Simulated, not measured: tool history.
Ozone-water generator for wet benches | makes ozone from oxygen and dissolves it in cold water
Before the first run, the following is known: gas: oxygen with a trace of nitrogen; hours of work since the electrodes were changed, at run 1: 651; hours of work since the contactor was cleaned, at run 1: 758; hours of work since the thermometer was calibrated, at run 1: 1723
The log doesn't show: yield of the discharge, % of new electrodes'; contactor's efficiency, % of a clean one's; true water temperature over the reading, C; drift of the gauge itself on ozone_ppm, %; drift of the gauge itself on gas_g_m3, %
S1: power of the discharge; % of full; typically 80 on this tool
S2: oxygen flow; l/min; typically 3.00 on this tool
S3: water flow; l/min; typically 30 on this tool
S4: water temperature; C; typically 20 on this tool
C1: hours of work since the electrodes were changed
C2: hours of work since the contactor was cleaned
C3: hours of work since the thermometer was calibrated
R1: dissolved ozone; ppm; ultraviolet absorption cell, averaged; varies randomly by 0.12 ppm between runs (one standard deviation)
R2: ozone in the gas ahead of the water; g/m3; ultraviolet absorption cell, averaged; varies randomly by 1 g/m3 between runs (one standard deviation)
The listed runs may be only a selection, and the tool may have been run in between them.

run   hour  S1    S2  S3  S4    C1    C2    C3    R1     R2
  1    0.0  80  3.00  30  20   651   758  1723  11.4  181.5
  2   39.0  80  3.00  30  20   686   794  1759  11.3  182.8
  3   70.1  80  3.00  30  20   715   822  1787  11.2  182.3
  4  109.5  80  3.00  30  20   750   858  1823  11.4  182.1
  5  127.8  80  4.54  30  20   767   874  1840  11.9  142.2
  6  168.2  80  3.00  40  20   804   911  1876   8.3  181.5
  7  206.1  80  3.00  40  20   838   946  1911   8.3  179.7
  8  226.1  80  3.00  40  15   857   964  1929   8.6  181.4
  9  250.0  80  3.00  40  15   878   985  1951   8.5  180.7
 10  277.8  80  3.00  30  20   904  1011  1976  11.5  178.3
 11  316.2  80  3.00  30  17   938  1046  2011  11.5  179.7
 12  334.6  80  3.00  30  17   955  1062  2028  11.3  180.8
 13  378.4  80  3.00  30  17   995  1102  2068  11.4  182.0
 14  409.0  80  3.00  30  17  1023  1130  2095  11.8  177.8
 15  443.2  80  3.00  30  20  1054  1161  2127  11.2  177.7
 16  461.3  80  3.00  30  20  1070  1178  2143  11.3  180.4
 17  487.7  62  3.00  30  20  1095  1202  2167   9.1  141.3
     496.7  -- gauge calibrated
 18  519.8  62  1.58  30  26  1124  1231  2196   7.7  214.5
 19  549.9  62  1.58  45  22  1151  1258  2224   4.9  212.7
 20  578.2  62  1.58  45  22  1177  1284  2249   4.8  211.4
 21  617.9  80  3.00  20  16  1213  1320  2286  17.0  180.4
 22  647.0  80  3.00  25  24  1239  1347  2312  13.0  179.6
 23  690.0  80  3.00  25  24  1278  1386  2351  13.0  180.7
 24  713.0  57  2.96  24  24  1299  1407  2372  10.1  137.9
 25  745.3  57  2.96  24  24  1329  1436  2401  10.1  137.2
 26  774.0  48  2.51  28  28  1355  1462  2428   7.2  130.7
 27  812.6  48  2.51  28  28  1390  1497  2463   7.2  129.4
 28  854.6  56  2.51  38  28  1428  1535  2501   5.9  147.3
 29  883.0  56  2.51  38  28  1454  1561  2527   5.9  147.8
 30  927.2  56  2.51  38  28  1494  1601  2567   6.1  144.7
 31  945.4  56  2.51  38  28  1511  1618  2583   6.1  144.9
 32  974.2  56  2.51  38  28  1537  1644  2610   6.0  147.1
 33  998.5  72  3.00  48  20  1559  1666  2632   6.0  163.4

Forecast each of these 4 alternatives for the next run:
  A  1024.3  72  2.47  48  27  1583  1690  2655   ?   ?
  B  1024.3  72  3.00  42  14  1583  1690  2655   ?   ?
  C  1024.3  80  2.88  30  20  1583  1690  2655   ?   ?
  D  1024.3  80  3.00  39  20  1583  1690  2655   ?   ?

run    R1     R2
  A   5.8  181.1
  B   7.5  162.1
  C  11.2  181.6
  D   8.5  179.4
Had the tool no hidden state, the same runs would have come out as:
run    R1     R2
  A   5.8  186.9
  B   7.5  167.3
  C  11.2  187.4
  D   8.5  185.1
